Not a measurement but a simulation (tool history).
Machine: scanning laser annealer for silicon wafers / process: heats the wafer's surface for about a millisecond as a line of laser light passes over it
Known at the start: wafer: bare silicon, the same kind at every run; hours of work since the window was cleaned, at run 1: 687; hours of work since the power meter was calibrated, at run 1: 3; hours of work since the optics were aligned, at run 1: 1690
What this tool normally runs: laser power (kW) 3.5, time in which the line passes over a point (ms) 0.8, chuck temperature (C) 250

run    day  laser power (kW)  time in which the line passes over a point (ms)  chuck temperature (C)  hours of work since the window was cleaned  hours of work since the power meter was calibrated  hours of work since the optics were aligned  highest temperature of the surface (C)
  1      0               3.5                                              0.8                    250                                         687                                                   3                                         1690                                     967
  2  0.233             3.345                                              0.8                    250                                         691                                                   7                                         1694                                     926
  3  0.588               3.5                                              0.8                    250                                         697                                                  13                                         1700                                     961
  4  0.808               3.5                                              0.8                    250                                         701                                                  17                                         1704                                     963
  5  1.192               3.5                                              0.8                    250                                         708                                                  24                                         1711                                     965
  6  1.571               3.5                                              0.8                    250                                         715                                                  31                                         1718                                     961
  7  1.775               3.5                                              0.8                    250                                         719                                                  35                                         1722                                     964
  8  2.175               3.5                                              0.8                    250                                         726                                                  42                                         1729                                     962

The next listed run, before its measurement:
  9  2.546               3.5                                              0.8                    250                                         733                                                  49                                         1736                                       ?

highest temperature of the surface (C): 959
Minus the tool's unlogged condition, the same run would have read highest temperature of the surface (C) 960.
